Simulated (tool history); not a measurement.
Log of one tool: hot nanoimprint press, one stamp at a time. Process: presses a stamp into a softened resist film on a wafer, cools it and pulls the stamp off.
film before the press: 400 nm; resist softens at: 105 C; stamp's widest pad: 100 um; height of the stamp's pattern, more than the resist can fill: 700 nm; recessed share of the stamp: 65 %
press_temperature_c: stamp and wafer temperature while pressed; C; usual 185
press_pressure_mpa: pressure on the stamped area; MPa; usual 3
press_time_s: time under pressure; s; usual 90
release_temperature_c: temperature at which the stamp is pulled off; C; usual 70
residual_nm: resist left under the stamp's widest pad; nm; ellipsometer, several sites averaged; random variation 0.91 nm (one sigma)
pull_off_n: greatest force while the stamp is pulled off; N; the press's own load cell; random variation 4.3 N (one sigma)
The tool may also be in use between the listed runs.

run   hour  press_temperature_c  press_pressure_mpa  press_time_s  release_temperature_c  residual_nm  pull_off_n
  1      0                  185                   3            90                     70        208.5         207
  2   11.8                  179                   3            90                     70          236         211
  3   27.8                  185                2.83            90                     70        212.7         214
  4   47.9                  185                2.83            90                     70        212.2         212
  5     65                  185                2.83            90                     70        213.9         207
  6   79.4                  185                2.83            90                     70          212         210
  7   93.4                  185                2.83            90                     70        211.6         214
  8    113                  179                2.83            90                     70        238.8         215
  9  130.5                  179                2.83            90                     69        236.2         212
 10  147.3                  179                2.83            90                     69        236.1         220
 11  158.6                  179                2.83            90                     61        236.4         240
 12  168.5                  179                2.83            90                     61        237.4         250
 13  180.3                  179                2.83            90                     61        233.2         241
     191.7  -- gauge calibrated
 14  198.4                  179                2.83            90                     61        241.7         253
 15  208.4                  190                   3            90                     62        185.7         240
 16  220.2                  190                   3            90                     62          187         230
 17  239.4                  190                   3            90                     62          187         242
     247.7  -- plate thermocouple calibrated
 18  259.8                  190                   3            90                     62        186.3         241
 19  269.9                  173                2.43            90                     62        281.8         237
 20  289.8                  173                4.77           104                     67        214.8         227
 21  301.9                  194                4.75            90                     71        136.9         213
 22  312.1                  185                   3            47                     73        255.8         200
 23  326.4                  191                2.95            96                     61        177.3         242
 24  335.4                  185                4.22           157                     70        141.6         206
 25  343.8                  185                4.22           157                     70        142.4         209

3 ways to go on from here, each from the tool as it stands after run 25. What would each give?
  A  363.1                  196                   3            90                     70            ?           ?
  B  363.1                  187                   3            90                     58            ?           ?
  C  363.1                  176                4.22           157                     56            ?           ?

run  residual_nm  pull_off_n
  A        163.4         213
  B        197.2         258
  C        178.7         264
Without the tool's hidden state the same runs would have given:
run  residual_nm  pull_off_n
  A        166.7         211
  B        201.2         256
  C        182.3         261
